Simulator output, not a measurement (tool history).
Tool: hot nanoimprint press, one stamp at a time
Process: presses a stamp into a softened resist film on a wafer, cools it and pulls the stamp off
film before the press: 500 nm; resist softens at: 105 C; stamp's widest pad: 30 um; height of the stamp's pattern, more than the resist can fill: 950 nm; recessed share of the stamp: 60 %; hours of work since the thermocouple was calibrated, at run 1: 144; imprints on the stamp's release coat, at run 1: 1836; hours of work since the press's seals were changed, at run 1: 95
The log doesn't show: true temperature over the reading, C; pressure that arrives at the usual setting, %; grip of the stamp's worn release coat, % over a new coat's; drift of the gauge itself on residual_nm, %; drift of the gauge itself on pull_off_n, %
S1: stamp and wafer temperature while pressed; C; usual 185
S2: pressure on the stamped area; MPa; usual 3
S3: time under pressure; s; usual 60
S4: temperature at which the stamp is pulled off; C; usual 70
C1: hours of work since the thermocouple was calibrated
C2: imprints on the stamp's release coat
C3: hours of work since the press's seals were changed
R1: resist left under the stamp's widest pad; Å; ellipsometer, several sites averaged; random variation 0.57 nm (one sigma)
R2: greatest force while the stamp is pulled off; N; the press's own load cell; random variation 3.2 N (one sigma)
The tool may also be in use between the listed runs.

{"run": 1, "hour": 0.0, "S1": 185, "S2": 3, "S3": 60, "S4": 70, "C1": 144, "C2": 1836, "C3": 95, "R1": 2324, "R2": 228}
{"run": 2, "hour": 20.4, "S1": 185, "S2": 3, "S3": 60, "S4": 70, "C1": 157, "C2": 1908, "C3": 109, "R1": 2312, "R2": 217}
{"run": 3, "hour": 38.1, "S1": 185, "S2": 3, "S3": 60, "S4": 70, "C1": 169, "C2": 1970, "C3": 120, "R1": 2309, "R2": 236}
{"run": 4, "hour": 65.6, "S1": 185, "S2": 3, "S3": 60, "S4": 70, "C1": 186, "C2": 2067, "C3": 138, "R1": 2308, "R2": 230}
{"hour": 81.7, "done": "stamp cleaned and given a new release coat"}
{"run": 5, "hour": 96.0, "S1": 185, "S2": 3, "S3": 60, "S4": 70, "C1": 202, "C2": 51, "C3": 154, "R1": 2300, "R2": 167}
{"run": 6, "hour": 115.0, "S1": 185, "S2": 2.16, "S3": 60, "S4": 70, "C1": 215, "C2": 118, "C3": 166, "R1": 2727, "R2": 174}
{"run": 7, "hour": 134.0, "S1": 185, "S2": 2.16, "S3": 54, "S4": 70, "C1": 227, "C2": 185, "C3": 179, "R1": 2793, "R2": 168}
{"run": 8, "hour": 149.4, "S1": 183, "S2": 3, "S3": 96, "S4": 70, "C1": 237, "C2": 239, "C3": 189, "R1": 2130, "R2": 177}
{"run": 9, "hour": 162.7, "S1": 189, "S2": 1.94, "S3": 31, "S4": 70, "C1": 246, "C2": 286, "C3": 197, "R1": 2999, "R2": 176}

The next listed run, before its measurement:
{"run": 10, "hour": 175.3, "S1": 185, "S2": 2.66, "S3": 60, "S4": 70, "C1": 254, "C2": 331, "C3": 205, "R1": "?", "R2": "?"}

Run 10 gave R1 2429 Å, R2 179 N.
Without the tool's hidden state the same run would have given R1 2536 Å, R2 172 N.
